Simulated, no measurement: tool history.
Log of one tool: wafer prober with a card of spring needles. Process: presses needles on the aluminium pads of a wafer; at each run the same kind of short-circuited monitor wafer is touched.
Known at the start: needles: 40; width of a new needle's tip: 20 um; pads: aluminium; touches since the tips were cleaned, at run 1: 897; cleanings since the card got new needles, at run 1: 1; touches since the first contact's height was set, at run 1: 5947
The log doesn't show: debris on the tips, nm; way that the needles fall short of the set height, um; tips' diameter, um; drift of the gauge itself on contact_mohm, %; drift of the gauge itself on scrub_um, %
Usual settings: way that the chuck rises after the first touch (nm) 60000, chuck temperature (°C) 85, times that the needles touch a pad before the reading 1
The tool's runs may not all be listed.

run   hour  way that the chuck rises after the first touch (nm)  chuck temperature (°C)  times that the needles touch a pad before the reading  touches since the tips were cleaned  cleanings since the card got new needles  touches since the first contact's height was set  resistance of one needle with its contact and lead (mohm)  way that a needle slides on the pad (nm)
  1    0.0                                                60000                      85                                                      1                                  897                                         1                                              5947                                                        168                                     10300
  2    8.5                                                60000                      85                                                      1                                 2916                                         1                                              7966                                                        185                                     10250
      18.1  -- tips cleaned on abrasive film
  3   19.4                                                60000                      85                                                      1                                  323                                         2                                             10544                                                        196                                     10270
  4   27.1                                                60000                      85                                                      1                                 2134                                         2                                             12355                                                        196                                     10220
      39.5  -- tips cleaned on abrasive film
  5   39.5                                                51000                      85                                                      1                                    0                                         3                                             15287                                                        169                                      8750
      45.5  -- tips cleaned on abrasive film, once more
  6   54.2                                                51000                      85                                                      2                                 2068                                         4                                             18749                                                        178                                      8650
      67.3  -- tips cleaned on abrasive film
  7   67.3                                                51000                      85                                                      2                                    0                                         5                                             21831                                                        163                                      8920
  8   77.2                                                60000                      85                                                      1                                 2369                                         5                                             24200                                                        181                                     10260
  9   85.9                                                60000                      85                                                      1                                 4439                                         5                                             26270                                                        187                                     10010
      89.6  -- tips cleaned on abrasive film
 10   95.4                                                60000                      85                                                      1                                 1378                                         6                                             28490                                                        175                                     10030
 11  107.6                                                60000                      85                                                      1                                 4288                                         6                                             31400                                                        187                                     10140
     110.9  -- tips cleaned on abrasive film
 12  121.4                                                60000                      55                                                      1                                 2481                                         7                                             34645                                                        179                                     10210
     132.8  -- tips cleaned on abrasive film
 13  133.0                                                60000                      62                                                      1                                   31                                         8                                             37374                                                        158                                     10310
 14  145.8                                                60000                      62                                                      1                                 3089                                         8                                             40432                                                        177                                     10200
 15  151.7                                                60000                      85                                                      1                                 4479                                         8                                             41822                                                        189                                     10130
     154.8  -- tips cleaned on abrasive film
 16  165.9                                                60000                      85                                                      1                                 2634                                         9                                             45168                                                        186                                     10240
     176.9  -- tips cleaned on abrasive film
 17  180.5                                                60000                      85                                                      1                                  853                                        10                                             48614                                                        171                                     10030
 18  192.6                                                60000                      85                                                      1                                 3742                                        10                                             51503                                                        185                                     10110
     198.3  -- tips cleaned on abrasive film
 19  203.2                                                60000                      33                                                      3                                 1159                                        11                                             53990                                                        160                                      9970
 20  211.5                                                60000                      62                                                      3                                 3127                                        11                                             55958                                                        166                                     10070
     220.2  -- tips cleaned on abrasive film
 21  225.2                                                52000                      48                                                      1                                 1183                                        12                                             59183                                                        171                                      8750
 22  235.6                                                57000                      50                                                      1                                 3658                                        12                                             61658                                                        184                                      9690
     241.5  -- tips cleaned on abrasive film
 23  243.4                                                57000                      44                                                      1                                  452                                        13                                             63503                                                        160                                      9540
 24  257.4                                                52000                      85                                                      3                                 3760                                        13                                             66811                                                        172                                      8650
     263.4  -- tips cleaned on abrasive film
 25  264.4                                                52000                      85                                                      3                                  240                                        14                                             68463                                                        165                                      8570
 26  278.7                                                52000                      85                                                      3                                 3634                                        14                                             71857                                                        176                                      8560
     285.9  -- tips cleaned on abrasive film
 27  292.3                                                52000                      85                                                      3                                 1534                                        15                                             75074                                                        171                                      8780
 28  298.9                                                53000                      85                                                      1                                 3099                                        15                                             76639                                                        189                                      8750
     307.9  -- tips cleaned on abrasive film
 29  309.9                                                53000                      85                                                      1                                  470                                        16                                             79221                                                        171                                      8810
 30  319.3                                                53000                      85                                                      1                                 2702                                        16                                             81453                                                        188                                      8860
     329.4  -- tips cleaned on abrasive film
 31  329.4                                                51000                     104                                                      1                                    0                                        17                                             83826                                                        170                                      8440
 32  335.9                                                51000                     104                                                      1                                 1557                                        17                                             85383                                                        186                                      8530
 33  349.9                                                51000                     104                                                      1                                 4866                                        17                                             88692                                                        203                                      8430
     351.3  -- tips cleaned on abrasive film
 34  363.7                                                51000                     104                                                      1                                 2942                                        18                                             91949                                                        197                                      8350
     373.0  -- tips cleaned on abrasive film
 35  373.0                                                79000                      28                                                      1                                    0                                        19                                             94154                                                        149                                     12970

Hidden state or all else? Some run-to-run changes of resistance of one needle with its contact and lead (mohm), split into what the settings, what came in and random variation would give without the hidden state, and what is left for the hidden state (with any gauge scatter that isn't in both results):
Run 4 -> 5: way that the chuck rises after the first touch (nm) 60000 -> 51000, tips cleaned on abrasive film. resistance of one needle with its contact and lead (mohm) -27: hidden state -29, all else +2.
Run 18 -> 19: chuck temperature (°C) 85 -> 33, times that the needles touch a pad before the reading 1 -> 3, tips cleaned on abrasive film. resistance of one needle with its contact and lead (mohm) -25: hidden state -20, all else -5.
Run 30 -> 31: way that the chuck rises after the first touch (nm) 53000 -> 51000, chuck temperature (°C) 85 -> 104, tips cleaned on abrasive film. resistance of one needle with its contact and lead (mohm) -18: hidden state -25, all else +7.
Run 34 -> 35: way that the chuck rises after the first touch (nm) 51000 -> 79000, chuck temperature (°C) 104 -> 28, tips cleaned on abrasive film. resistance of one needle with its contact and lead (mohm) -48: hidden state -28, all else -20.
